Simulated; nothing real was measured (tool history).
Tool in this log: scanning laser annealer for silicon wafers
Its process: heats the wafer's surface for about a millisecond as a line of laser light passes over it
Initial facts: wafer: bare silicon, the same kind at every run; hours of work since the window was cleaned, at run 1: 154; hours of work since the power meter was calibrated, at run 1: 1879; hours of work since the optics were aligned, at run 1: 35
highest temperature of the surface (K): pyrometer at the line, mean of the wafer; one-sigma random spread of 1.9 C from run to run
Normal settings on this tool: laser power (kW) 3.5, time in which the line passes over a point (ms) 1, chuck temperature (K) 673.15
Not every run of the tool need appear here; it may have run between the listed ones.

| run | hour | laser power (kW) | time in which the line passes over a point (ms) | chuck temperature (K) | hours of work since the window was cleaned | hours of work since the power meter was calibrated | hours of work since the optics were aligned | highest temperature of the surface (K) |
|---|---|---|---|---|---|---|---|---|
| 1 | 0 | 3.5 | 1 | 673.15 | 154 | 1879 | 35 | 1411.15 |
| 2 | 44.7 | 3.5 | 1 | 673.15 | 186 | 1911 | 68 | 1407.15 |
| 3 | 112.8 | 3.5 | 1 | 673.15 | 236 | 1961 | 117 | 1404.15 |
| 4 | 142.3 | 3.5 | 1 | 673.15 | 257 | 1982 | 138 | 1402.15 |
| 5 | 193.4 | 3.5 | 1 | 673.15 | 294 | 2019 | 176 | 1398.15 |
| 6 | 238.6 | 3.5 | 1 | 675.15 | 327 | 2052 | 208 | 1398.15 |
| 7 | 297.1 | 3.5 | 1 | 675.15 | 370 | 2095 | 251 | 1397.15 |
| 8 | 333.1 | 3.5 | 1 | 673.15 | 396 | 2121 | 277 | 1391.15 |
| 9 | 371 | 3.5 | 1 | 673.15 | 423 | 2148 | 305 | 1387.15 |
|  | 420.1 | window over the wafer cleaned |
| 10 | 424 | 3.5 | 1.15 | 673.15 | 3 | 2185 | 342 | 1454.15 |
| 11 | 472.4 | 3.5 | 1 | 673.15 | 38 | 2220 | 377 | 1407.15 |
| 12 | 518 | 3.5 | 1.16 | 673.15 | 71 | 2253 | 410 | 1452.15 |
| 13 | 574 | 3.5 | 1.16 | 673.15 | 112 | 2294 | 451 | 1448.15 |
| 14 | 627.6 | 3.5 | 1.16 | 673.15 | 151 | 2333 | 489 | 1446.15 |
| 15 | 695.7 | 3.5 | 1 | 683.15 | 200 | 2383 | 539 | 1402.15 |
| 16 | 754.4 | 3.5 | 1 | 673.15 | 243 | 2425 | 582 | 1387.15 |
| 17 | 808.2 | 3.5 | 1 | 673.15 | 282 | 2464 | 621 | 1383.15 |
| 18 | 852.2 | 3.5 | 1 | 673.15 | 314 | 2496 | 653 | 1379.15 |
| 19 | 914.6 | 3.5 | 1 | 673.15 | 359 | 2542 | 698 | 1380.15 |
| 20 | 965.4 | 3.421 | 0.73 | 637.15 | 396 | 2578 | 735 | 1236.15 |
| 21 | 1017.2 | 3.102 | 1.04 | 637.15 | 434 | 2616 | 772 | 1259.15 |
|  | 1048.6 | window over the wafer cleaned |
| 22 | 1080.4 | 3.362 | 1 | 701.15 | 23 | 2660 | 817 | 1392.15 |
|  | 1140.9 | optics aligned, line set to its width |
| 23 | 1155.1 | 3.777 | 0.97 | 687.15 | 74 | 2711 | 10 | 1482.15 |
| 24 | 1225.3 | 3.49 | 1.12 | 677.15 | 125 | 2762 | 61 | 1449.15 |
| 25 | 1294.4 | 3.49 | 1.12 | 677.15 | 175 | 2812 | 111 | 1447.15 |
| 26 | 1358.6 | 3.49 | 1.12 | 691.15 | 221 | 2859 | 158 | 1455.15 |
| 27 | 1390 | 3.79 | 1.04 | 677.15 | 244 | 2882 | 181 | 1484.15 |
| 28 | 1423.2 | 3.656 | 0.96 | 641.15 | 268 | 2906 | 205 | 1388.15 |
| 29 | 1457.9 | 3.746 | 1.02 | 641.15 | 294 | 2931 | 230 | 1427.15 |
| 30 | 1529.1 | 3.5 | 1 | 659.15 | 345 | 2983 | 282 | 1376.15 |
| 31 | 1592.6 | 3.839 | 1.14 | 652.15 | 391 | 3029 | 328 | 1492.15 |
| 32 | 1662.3 | 3.839 | 1.14 | 652.15 | 442 | 3079 | 379 | 1489.15 |
|  | 1682.7 | window over the wafer cleaned |
| 33 | 1728.3 | 3.839 | 1.14 | 652.15 | 33 | 3126 | 425 | 1512.15 |
| 34 | 1772.2 | 3.669 | 0.73 | 656.15 | 65 | 3158 | 457 | 1326.15 |
| 35 | 1811.2 | 3.5 | 1.24 | 673.15 | 93 | 3186 | 485 | 1466.15 |
| 36 | 1875.5 | 3.113 | 1 | 708.15 | 140 | 3233 | 532 | 1336.15 |
| 37 | 1942.9 | 3.113 | 1 | 708.15 | 189 | 3282 | 581 | 1333.15 |
| 38 | 1983.4 | 3.5 | 0.79 | 673.15 | 218 | 3311 | 610 | 1319.15 |

Below, each run's measurement less what the same run would have read without the hidden state. Both values contain the same run-to-run variation, but the gauge's scatter may not be the same in both:
Hidden state present: light that passes the window, % of a clean one's; laser's true power over the reading, %; width of the line over the set one, %; drift of the gauge itself on peak_c, C.
| run | highest temperature of the surface (K) |
|---|---|
| 1 | -16 |
| 2 | -19 |
| 3 | -22 |
| 4 | -24 |
| 5 | -28 |
| 6 | -31 |
| 7 | -34 |
| 8 | -36 |
| 9 | -39 |
| 10 | -19 |
| 11 | -20 |
| 12 | -25 |
| 13 | -29 |
| 14 | -32 |
| 15 | -35 |
| 16 | -38 |
| 17 | -41 |
| 18 | -44 |
| 19 | -47 |
| 20 | -42 |
| 21 | -47 |
| 22 | -30 |
| 23 | -13 |
| 24 | -18 |
| 25 | -22 |
| 26 | -27 |
| 27 | -30 |
| 28 | -30 |
| 29 | -34 |
| 30 | -36 |
| 31 | -46 |
| 32 | -51 |
| 33 | -28 |
| 34 | -24 |
| 35 | -32 |
| 36 | -29 |
| 37 | -32 |
| 38 | -35 |

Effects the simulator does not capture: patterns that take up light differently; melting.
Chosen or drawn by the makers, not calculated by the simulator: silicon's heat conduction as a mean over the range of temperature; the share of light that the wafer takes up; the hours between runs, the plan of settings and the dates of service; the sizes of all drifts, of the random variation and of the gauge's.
